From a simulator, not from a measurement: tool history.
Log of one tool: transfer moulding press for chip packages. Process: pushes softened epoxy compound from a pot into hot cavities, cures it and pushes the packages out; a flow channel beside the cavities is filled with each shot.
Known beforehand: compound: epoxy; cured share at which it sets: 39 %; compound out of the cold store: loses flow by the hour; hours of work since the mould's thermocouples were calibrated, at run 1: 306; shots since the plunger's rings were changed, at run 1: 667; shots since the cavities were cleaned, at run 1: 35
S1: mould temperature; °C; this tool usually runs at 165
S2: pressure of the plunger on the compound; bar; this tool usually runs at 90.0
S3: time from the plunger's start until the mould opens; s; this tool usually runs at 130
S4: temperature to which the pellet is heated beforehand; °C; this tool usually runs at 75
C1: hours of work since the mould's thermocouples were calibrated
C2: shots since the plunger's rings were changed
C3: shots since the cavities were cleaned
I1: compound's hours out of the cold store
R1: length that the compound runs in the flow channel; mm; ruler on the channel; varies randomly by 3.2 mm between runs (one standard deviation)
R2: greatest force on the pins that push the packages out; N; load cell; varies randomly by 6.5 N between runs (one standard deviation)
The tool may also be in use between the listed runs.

run     day   S1     S2   S3  S4   C1    C2   C3    I1   R1   R2
  1   0.000  165   90.0  130  75  306   667   35  40.3  624  283
  2   0.346  165   90.0  130  75  312   751  119  21.4  682  323
  3   0.804  165   90.0  130  75  319   860  228  39.0  628  344
  4   1.317  165   90.0  151  75  327   983  351   9.4  726  371
  5   1.588  165   90.0  151  75  332  1048  416  44.1  607  369
  6   1.858  165   90.0  151  75  336  1112  480  44.1  608  384
  7   2.117  165   90.0  151  75  340  1174  542  31.9  650  401
  8   2.667  165   90.0  151  75  349  1306  674  46.8  601  415
      2.946  -- cavities cleaned with cleaning compound and waxed
  9   3.117  165   90.0  151  75  355  1399   41  46.4  602  556
 10   3.417  165   90.0  151  75  360  1471  113  41.2  618  562
 11   3.879  165   90.0  151  75  367  1581  223  31.9  648  571
 12   4.229  165   90.0  130  75  372  1665  307  32.4  645  579
 13   4.733  165   90.0  130  75  380  1786  428  38.0  625  587
 14   5.158  165   74.3  130  75  387  1888  530  24.5  603  590
      5.333  -- cavities cleaned with cleaning compound and waxed, once more
 15   5.562  162   90.0  130  75  393  1970   55  46.0  603  306
 16   5.821  166   96.3  136  75  397  2031  116  13.7  723  303
 17   6.267  166   96.3  136  75  404  2138  223  41.7  629  330
 18   6.662  165   82.1  130  77  410  2233  318  40.6  580  370
 19   6.896  172   71.8  169  75  414  2288  373  19.0  597  364
 20   7.350  163   77.9  162  66  421  2397  482  21.1  625  394
 21   7.833  163   77.9  162  66  429  2513  598  17.5  641  398
 22   8.175  163   77.9  162  66  434  2595  680  36.4  580  412
      8.429  -- cavities cleaned with cleaning compound and waxed
 23   8.767  165   92.8  127  75  443  2722   81  23.4  673  305
 24   9.096  165   90.0  163  82  448  2800  159  46.2  596  310
 25   9.354  173   73.5  126  85  452  2863  222  43.0  540  317
 26   9.729  163   90.0  156  75  458  2952  311  26.9  654  360
 27  10.079  165   78.5  129  75  463  3036  395  14.0  645  413
 28  10.512  165  107.6  152  67  470  3140  499  19.4  735  409

Each row is a separate what-if for the run after 28, all from the same tool condition, not one after another. Results?
  A  10.829  157   90.0  143  75  475  3216  575  29.8   ?   ?
  B  10.829  165  102.6  152  78  475  3216  575  16.1   ?   ?
  C  10.829  163   90.0  130  82  475  3216  575  37.0   ?   ?
  D  10.829  165   80.4  131  68  475  3216  575  21.4   ?   ?

run   R1   R2
  A  649  521
  B  726  418
  C  621  460
  D  624  437
What these runs would have given with no unlogged condition in the tool:
run   R1   R2
  A  673  295
  B  753  247
  C  644  269
  D  647  257
